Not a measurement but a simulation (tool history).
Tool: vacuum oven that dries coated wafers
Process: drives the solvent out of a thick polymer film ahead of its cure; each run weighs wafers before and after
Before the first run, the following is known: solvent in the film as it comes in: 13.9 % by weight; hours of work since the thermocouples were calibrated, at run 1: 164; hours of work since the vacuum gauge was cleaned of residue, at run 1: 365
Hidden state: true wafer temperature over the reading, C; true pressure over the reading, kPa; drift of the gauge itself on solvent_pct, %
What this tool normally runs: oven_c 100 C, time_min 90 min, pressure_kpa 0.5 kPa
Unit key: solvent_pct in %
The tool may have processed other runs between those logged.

run,day,oven_c,time_min,pressure_kpa,hours of work since the thermocouples were calibrated,hours of work since the vacuum gauge was cleaned of residue,solvent_pct
1,0,100,90,0.5,164,365,2.67
2,1.954,100,90,0.5,190,390,2.63
3,3.338,100,90,0.5,208,409,2.71
4,4.738,100,90,0.5,226,427,2.7
5,6.488,100,90,0.5,249,450,2.73
6,7.712,100,90,0.5,265,466,2.78
7,9.888,100,90,0.5,294,494,2.73
8,11.912,100,90,0.5,320,521,2.79
9,14.662,100,90,0.5,356,557,2.8
10,17.042,100,90,0.5,387,588,2.82
11,19.479,100,90,0.5,419,620,2.91
12,21.604,100,90,0.5,447,647,2.78
13,22.771,100,90,0.5,462,663,2.95
14,23.975,100,90,0.5,478,678,3
15,26.258,100,90,0.5,508,708,3.04
16,28.412,100,90,0.5,536,736,3.09
17,29.75,100,90,0.5,553,754,3.01
18,32.079,97,109,0.635,584,784,3.58
19,34.388,97,109,0.635,614,815,3.5
20,36.812,100,48,0.388,646,846,4.84
21,38.421,100,146,0.788,667,867,3.1
22,41.112,110,90,1.028,702,902,2.77
23,43.629,88,82,1.341,735,935,8.57
24,45.354,112,90,1.484,757,958,3.35
25,46.933,106,49,0.5,778,979,3.94
26,48.867,89,96,0.5,803,1004,5.39
27,50.688,86,65,0.877,827,1028,8.35
28,51.85,86,68,0.3,842,1043,6.61
29,54.021,103,116,0.3,871,1071,2.04
30,56.142,114,47,0.296,898,1099,2.57
31,57.492,114,94,0.296,916,1117,1.41
32,59.758,90,134,0.251,946,1146,3.73
33,62.4,100,120,0.5,980,1181,3.01

4 options for the next run, each taken on its own from the tool as it stands now. Forecast them:
A,65.246,109,103,0.879,1017,1218,?
B,65.246,109,62,0.664,1017,1218,?
C,65.246,91,145,0.5,1017,1218,?
D,65.246,100,90,0.463,1017,1218,?

run,solvent_pct
A,2.77
B,3.38
C,4.23
D,3.45
What these runs would have given with no unlogged condition in the tool:
run,solvent_pct
A,1.75
B,2.28
C,2.38
D,2.07
